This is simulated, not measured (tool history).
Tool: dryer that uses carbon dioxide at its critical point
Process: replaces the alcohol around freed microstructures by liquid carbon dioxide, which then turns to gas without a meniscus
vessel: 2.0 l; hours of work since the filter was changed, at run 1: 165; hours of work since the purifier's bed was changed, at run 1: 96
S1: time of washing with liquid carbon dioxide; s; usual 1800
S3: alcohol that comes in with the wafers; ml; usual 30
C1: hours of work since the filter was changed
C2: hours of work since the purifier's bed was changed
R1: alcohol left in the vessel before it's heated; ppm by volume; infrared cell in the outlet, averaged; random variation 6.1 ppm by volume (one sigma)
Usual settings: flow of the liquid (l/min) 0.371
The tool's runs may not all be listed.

Run 1, hour 0.0: usual settings; C1 165; C2 96. Result: R1 355 ppm by volume.
Run 2, hour 25.4: usual settings but S1 1320 s; C1 172; C2 104. Result: R1 922 ppm by volume.
Run 3, hour 47.6: usual settings but S1 1320 s; C1 179; C2 111. Result: R1 958 ppm by volume.
Run 4, hour 70.2: usual settings but S1 1320 s; C1 186; C2 118. Result: R1 969 ppm by volume.
Run 5, hour 100.0: usual settings but S1 1320 s; C1 195; C2 127. Result: R1 985 ppm by volume.
Run 6, hour 115.8: usual settings but S1 1260 s; C1 200; C2 132. Result: R1 1103 ppm by volume.
Run 7, hour 131.8: usual settings but S1 1260 s; C1 205; C2 137. Result: R1 1093 ppm by volume.
Run 8, hour 152.6: usual settings but S1 2100 s; C1 212; C2 143. Result: R1 223 ppm by volume.
Run 9, hour 170.0: usual settings but S1 2100 s; C1 217; C2 149. Result: R1 234 ppm by volume.
Run 10, hour 188.2: usual settings but S1 2100 s; C1 223; C2 154. Result: R1 227 ppm by volume.
At hour 201.3: inlet filter changed.
Run 11, hour 208.7: usual settings but S1 2100 s; C1 2; C2 160. Result: R1 163 ppm by volume.
Run 12, hour 234.1: usual settings but S1 2100 s, flow of the liquid (l/min) 0.246; C1 10; C2 168. Result: R1 634 ppm by volume.
Run 13, hour 270.9: usual settings but S3 80 ml; C1 21; C2 180. Result: R1 713 ppm by volume.
Run 14, hour 291.9: usual settings but S3 80 ml; C1 28; C2 186. Result: R1 716 ppm by volume.
Run 15, hour 327.4: usual settings but S3 50 ml; C1 39; C2 197. Result: R1 474 ppm by volume.
Run 16, hour 351.6: usual settings but S3 50 ml; C1 46; C2 204. Result: R1 473 ppm by volume.
Run 17, hour 379.1: usual settings but S3 50 ml; C1 55; C2 213. Result: R1 482 ppm by volume.
Run 18, hour 396.8: usual settings but S3 28 ml; C1 60; C2 218. Result: R1 301 ppm by volume.
Run 19, hour 433.7: usual settings but S1 1380 s, S3 28 ml; C1 72; C2 230. Result: R1 713 ppm by volume.
Run 20, hour 460.3: usual settings but S1 1380 s, S3 28 ml; C1 80; C2 238. Result: R1 717 ppm by volume.
Run 21, hour 481.2: usual settings; C1 86; C2 244. Result: R1 335 ppm by volume.
Run 22, hour 509.0: usual settings; C1 95; C2 253. Result: R1 327 ppm by volume.
Run 23, hour 542.6: usual settings but S3 25 ml; C1 105; C2 263. Result: R1 294 ppm by volume.
Run 24, hour 567.9: usual settings but S3 25 ml; C1 113; C2 271. Result: R1 299 ppm by volume.
Run 25, hour 591.7: usual settings but flow of the liquid (l/min) 0.285, S3 31 ml; C1 120; C2 278. Result: R1 813 ppm by volume.
Run 26, hour 624.2: usual settings but S1 1380 s, flow of the liquid (l/min) 0.430; C1 130; C2 288. Result: R1 543 ppm by volume.
Run 27, hour 658.7: usual settings but S1 1380 s, flow of the liquid (l/min) 0.430; C1 141; C2 299. Result: R1 547 ppm by volume.
Run 28, hour 690.2: usual settings but S1 2880 s, flow of the liquid (l/min) 0.329, S3 51 ml; C1 151; C2 309. Result: R1 166 ppm by volume.
Run 29, hour 727.0: usual settings but S1 2880 s, flow of the liquid (l/min) 0.329, S3 51 ml; C1 162; C2 320. Result: R1 173 ppm by volume.
Run 30, hour 754.8: usual settings but flow of the liquid (l/min) 0.436, S3 43 ml; C1 171; C2 329. Result: R1 307 ppm by volume.
Run 31, hour 782.3: usual settings but S1 1380 s, flow of the liquid (l/min) 0.457, S3 28 ml; C1 179; C2 337. Result: R1 469 ppm by volume.
Run 32, hour 811.3: usual settings but S1 1140 s, flow of the liquid (l/min) 0.309, S3 28 ml; C1 188; C2 346. Result: R1 2008 ppm by volume.
Run 33, hour 829.5: usual settings but S1 2100 s, flow of the liquid (l/min) 0.617, S3 28 ml; C1 194; C2 352. Result: R1 80 ppm by volume.
Run 34, hour 850.6: usual settings but flow of the liquid (l/min) 0.246, S3 63 ml; C1 200; C2 358. Result: R1 2630 ppm by volume.
Run 35, hour 878.0: usual settings but flow of the liquid (l/min) 0.246, S3 63 ml; C1 209; C2 367. Result: R1 2599 ppm by volume.
Run 36, hour 914.4: usual settings but S1 1560 s, flow of the liquid (l/min) 0.412, S3 100 ml; C1 220; C2 378. Result: R1 1492 ppm by volume.
At hour 935.6: inlet filter changed.
Run 37, hour 944.9: usual settings but S1 1320 s, flow of the liquid (l/min) 0.528; C1 3; C2 387. Result: R1 296 ppm by volume.
Run 38, hour 975.3: usual settings but S1 1440 s, flow of the liquid (l/min) 0.282; C1 12; C2 396. Result: R1 1288 ppm by volume.
Run 39, hour 1001.3: usual settings but S1 1440 s, flow of the liquid (l/min) 0.584, S3 22 ml; C1 20; C2 404. Result: R1 143 ppm by volume.
Run 40, hour 1034.4: usual settings but S1 1860 s, flow of the liquid (l/min) 0.372, S3 22 ml; C1 30; C2 415. Result: R1 237 ppm by volume.
Run 41, hour 1052.6: usual settings but S1 1740 s, flow of the liquid (l/min) 0.240, S3 92 ml; C1 36; C2 420. Result: R1 3639 ppm by volume.
Run 42, hour 1075.7: usual settings but S1 1740 s, flow of the liquid (l/min) 0.240, S3 92 ml; C1 43; C2 427. Result: R1 3598 ppm by volume.
Run 43, hour 1095.1: usual settings but S1 1380 s, flow of the liquid (l/min) 0.540; C1 49; C2 433. Result: R1 261 ppm by volume.
Run 44, hour 1126.6: usual settings but S1 1380 s, flow of the liquid (l/min) 0.540; C1 59; C2 443. Result: R1 269 ppm by volume.
Run 45, hour 1143.2: usual settings but S1 1740 s, flow of the liquid (l/min) 0.540, S3 73 ml; C1 64; C2 448. Result: R1 229 ppm by volume.
Run 46, hour 1159.5: usual settings but S1 1740 s, flow of the liquid (l/min) 0.304, S3 104 ml; C1 69; C2 453. Result: R1 2210 ppm by volume.
Run 47, hour 1179.1: usual settings but S1 2220 s, flow of the liquid (l/min) 0.304, S3 33 ml; C1 75; C2 459. Result: R1 359 ppm by volume.

How the hidden state differs across the entries between the runs, from the last listed run before each to the first after it:
Between runs 10 and 11: inlet filter changed (hour 201.3)
  flow that reaches the vessel past the clogged filter, %: 89.3 -> 99.2; alcohol in the recycled carbon dioxide, ppm: 34 -> 35
  measured less the result without the state, R1: +107 -> +35 ppm by volume
Between runs 36 and 37: inlet filter changed (hour 935.6)
  flow that reaches the vessel past the clogged filter, %: 89.2 -> 98.9; alcohol in the recycled carbon dioxide, ppm: 73.2 -> 74.7
  measured less the result without the state, R1: +565 -> +79 ppm by volume
